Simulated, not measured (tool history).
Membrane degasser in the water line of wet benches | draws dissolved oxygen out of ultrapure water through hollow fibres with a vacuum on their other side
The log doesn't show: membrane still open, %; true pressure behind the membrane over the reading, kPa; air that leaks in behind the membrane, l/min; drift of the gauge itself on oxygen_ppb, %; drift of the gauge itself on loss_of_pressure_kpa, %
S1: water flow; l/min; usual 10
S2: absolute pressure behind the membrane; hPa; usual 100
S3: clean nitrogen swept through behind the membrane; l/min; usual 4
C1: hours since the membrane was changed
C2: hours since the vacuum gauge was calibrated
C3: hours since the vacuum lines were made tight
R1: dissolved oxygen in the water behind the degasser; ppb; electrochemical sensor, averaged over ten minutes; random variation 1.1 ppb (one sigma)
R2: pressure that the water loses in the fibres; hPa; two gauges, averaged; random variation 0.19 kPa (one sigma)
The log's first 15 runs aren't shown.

Run 16, hour 3073.9: usual settings; C1 7793; C2 6142; C3 3759. Result: R1 127 ppb, R2 403.7 hPa.
Run 17, hour 3237.9: usual settings but S1 7 l/min, S2 184 hPa, S3 10.77 l/min; C1 7957; C2 6306; C3 3923. Result: R1 61.4 ppb, R2 285.3 hPa.
Run 18, hour 3408.8: usual settings but S1 13 l/min, S2 184 hPa, S3 10.77 l/min; C1 8128; C2 6477; C3 4094. Result: R1 188.2 ppb, R2 527 hPa.
Run 19, hour 3529.5: usual settings but S1 12 l/min, S2 184 hPa, S3 6.84 l/min; C1 8249; C2 6598; C3 4215. Result: R1 188.9 ppb, R2 492.5 hPa.
Run 20, hour 3709.8: usual settings but S2 184 hPa, S3 6.84 l/min; C1 8429; C2 6778; C3 4395. Result: R1 140.2 ppb, R2 410.5 hPa.
Run 21, hour 3918.9: usual settings but S1 8 l/min, S2 194 hPa, S3 10.47 l/min; C1 8638; C2 6987; C3 4604. Result: R1 82.4 ppb, R2 325.8 hPa.
Run 22, hour 4105.3: usual settings but S1 13 l/min, S2 194 hPa, S3 4.24 l/min; C1 8824; C2 7173; C3 4790. Result: R1 272.7 ppb, R2 529.7 hPa.
Run 23, hour 4291.3: usual settings but S3 2.94 l/min; C1 9010; C2 7359; C3 4976. Result: R1 142.5 ppb, R2 411.6 hPa.
Run 24, hour 4412.6: usual settings but S3 2.94 l/min; C1 9132; C2 7481; C3 5098. Result: R1 145.2 ppb, R2 410.3 hPa.
At hour 4489.1: vacuum gauge calibrated.
Run 25, hour 4527.3: usual settings but S1 9 l/min, S2 168 hPa, S3 6.27 l/min; C1 9246; C2 38; C3 5212. Result: R1 118.2 ppb, R2 370.6 hPa.
Run 26, hour 4688.3: usual settings but S1 9 l/min, S2 134 hPa, S3 10.67 l/min; C1 9407; C2 199; C3 5373. Result: R1 89.7 ppb, R2 373.1 hPa.
Run 27, hour 4813.8: usual settings but S1 13 l/min, S2 115 hPa, S3 9.42 l/min; C1 9532; C2 325; C3 5498. Result: R1 175.4 ppb, R2 532.8 hPa.
Run 28, hour 4935: usual settings but S1 7 l/min, S2 161 hPa, S3 5.96 l/min; C1 9654; C2 446; C3 5620. Result: R1 75.6 ppb, R2 287.4 hPa.
Run 29, hour 5069.7: usual settings but S1 7 l/min, S2 161 hPa, S3 5.96 l/min; C1 9788; C2 581; C3 5754. Result: R1 75.2 ppb, R2 286 hPa.
Run 30, hour 5307.8: usual settings but S1 9 l/min, S2 111 hPa, S3 5.96 l/min; C1 10026; C2 819; C3 5992. Result: R1 99.3 ppb, R2 375.2 hPa.
Run 31, hour 5558.5: usual settings but S2 103 hPa, S3 3.64 l/min; C1 10277; C2 1069; C3 6243. Result: R1 135.4 ppb, R2 410.9 hPa.
Run 32, hour 5780.6: usual settings but S2 97 hPa; C1 10499; C2 1291; C3 6465. Result: R1 128.1 ppb, R2 410.4 hPa.

Forecast each of these 3 alternatives for the next run:
Run A, hour 5938.2: usual settings but S2 84 hPa, S3 9.39 l/min; C1 10657; C2 1449; C3 6623. Result: R1 ?, R2 ?.
Run B, hour 5938.2: usual settings but S1 11 l/min, S2 217 hPa; C1 10657; C2 1449; C3 6623. Result: R1 ?, R2 ?.
Run C, hour 5938.2: usual settings but S2 105 hPa, S3 2.98 l/min; C1 10657; C2 1449; C3 6623. Result: R1 ?, R2 ?.

run     R1     R2
  A  104.3  414.7
  B  231.2  457.6
  C  150.9  410.1
Without the tool's hidden state the same runs would have given:
run     R1     R2
  A   82.3  390.9
  B  204.6  431.3
  C    128  386.5
